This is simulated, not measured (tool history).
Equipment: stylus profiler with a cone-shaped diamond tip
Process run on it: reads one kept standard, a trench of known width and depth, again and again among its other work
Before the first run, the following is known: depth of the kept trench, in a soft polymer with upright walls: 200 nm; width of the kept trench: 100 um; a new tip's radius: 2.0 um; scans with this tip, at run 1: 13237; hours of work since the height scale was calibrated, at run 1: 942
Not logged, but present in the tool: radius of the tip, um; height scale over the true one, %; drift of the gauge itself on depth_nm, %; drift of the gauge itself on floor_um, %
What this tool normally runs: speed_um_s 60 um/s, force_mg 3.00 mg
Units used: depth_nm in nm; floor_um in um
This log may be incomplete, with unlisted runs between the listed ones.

run	hour	speed_um_s	force_mg	scans with this tip	hours of work since the height scale was calibrated	depth_nm	floor_um
1	0.0	60	3.00	13237	942	203.83	97.31
2	41.9	16	3.00	13575	966	203.85	97.48
3	60.2	25	3.00	13723	976	203.85	97.47
4	93.8	25	3.00	13993	995	203.75	97.45
5	130.6	25	3.00	14290	1016	204.01	97.51
6	150.4	25	3.00	14450	1028	203.82	97.42
7	171.6	25	3.00	14621	1040	204.12	97.44
8	195.4	20	3.00	14813	1054	203.82	97.43
9	235.5	20	3.00	15137	1077	203.99	97.42
10	277.2	199	3.00	15473	1101	204.09	96.52
11	316.8	125	3.00	15792	1123	203.86	96.87
12	339.3	125	3.00	15974	1136	204.09	96.84
13	365.7	125	3.00	16186	1151	204.09	96.87
14	392.6	125	3.00	16404	1167	203.83	96.92
15	415.5	125	3.00	16588	1180	203.95	96.87
16	449.3	60	3.81	16860	1199	204.59	97.26
17	492.0	60	3.00	17205	1224	204.02	97.15
18	512.8	60	2.22	17373	1236	203.60	97.13
19	546.5	60	2.22	17645	1255	203.54	97.12
20	591.3	60	2.22	18006	1281	203.47	97.02
# hour 607.4: height scale calibrated on a step standard
21	614.8	60	2.22	18191	4	202.33	97.06
22	643.9	200	3.44	18426	21	203.39	96.44
23	676.5	200	3.44	18689	40	203.53	96.43
24	703.9	77	1.62	18910	55	202.32	96.83
25	745.3	77	1.62	19244	79	202.25	96.81
26	776.2	77	1.62	19493	97	202.23	96.79
27	821.4	77	1.62	19858	123	202.06	96.84

Forecast run 28:
28	839.8	17	3.65	20006	133	?	?

depth_nm: 203.75 nm
floor_um: 97.25 um
With no hidden state in the tool, this same run would have given depth_nm 203.60 nm, floor_um 98.17 um.
